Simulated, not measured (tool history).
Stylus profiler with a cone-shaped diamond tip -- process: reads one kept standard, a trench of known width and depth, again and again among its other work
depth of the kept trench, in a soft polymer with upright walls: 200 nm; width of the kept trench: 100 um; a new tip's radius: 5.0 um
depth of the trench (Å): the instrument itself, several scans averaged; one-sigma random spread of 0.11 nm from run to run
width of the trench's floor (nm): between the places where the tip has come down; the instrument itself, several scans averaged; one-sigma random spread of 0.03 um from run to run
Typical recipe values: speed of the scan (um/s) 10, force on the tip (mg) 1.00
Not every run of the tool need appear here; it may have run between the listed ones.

run    hour  speed of the scan (um/s)  force on the tip (mg)  depth of the trench (Å)  width of the trench's floor (nm)
  1     0.0                        10                   1.00                   2022.2                             95860
  2    78.6                        10                   1.00                   2023.7                             95810
  3   151.6                        10                   1.00                   2024.7                             95740
  4   193.9                        10                   1.00                   2024.5                             95780
  5   288.7                        10                   1.00                   2023.4                             95770
  6   346.3                        10                   1.00                   2023.5                             95740
  7   434.1                        10                   0.97                   2027.7                             95600
  8   507.9                         2                   1.00                   2023.5                             95550
  9   565.4                         2                   1.00                   2026.3                             95570
 10   632.2                         2                   1.00                   2026.5                             95590
 11   673.1                         2                   1.00                   2025.2                             95550
 12   731.6                         2                   1.00                   2025.5                             95480
 13   815.2                         2                   1.00                   2025.4                             95390
 14   875.0                         2                   1.00                   2023.7                             95470
 15   969.1                         2                   1.00                   2025.8                             95310
 16  1032.0                         2                   1.00                   2026.0                             95250
 17  1100.8                        10                   0.75                   2024.1                             95250
 18  1159.3                        10                   0.75                   2023.6                             95210
 19  1222.0                         3                   0.49                   2019.2                             95180
 20  1273.5                         3                   0.49                   2019.4                             95170
 21  1336.5                         8                   2.69                   2046.3                             95140

What does the tool deliver on the next run?
 22  1432.4                         8                   2.69                        ?                                 ?

Run 22 produced depth of the trench (Å) 2045.0, width of the trench's floor (nm) 95090.
If the tool had no hidden condition, the same run with the same run-to-run variation would have returned depth of the trench (Å) 2036.7, width of the trench's floor (nm) 97160.
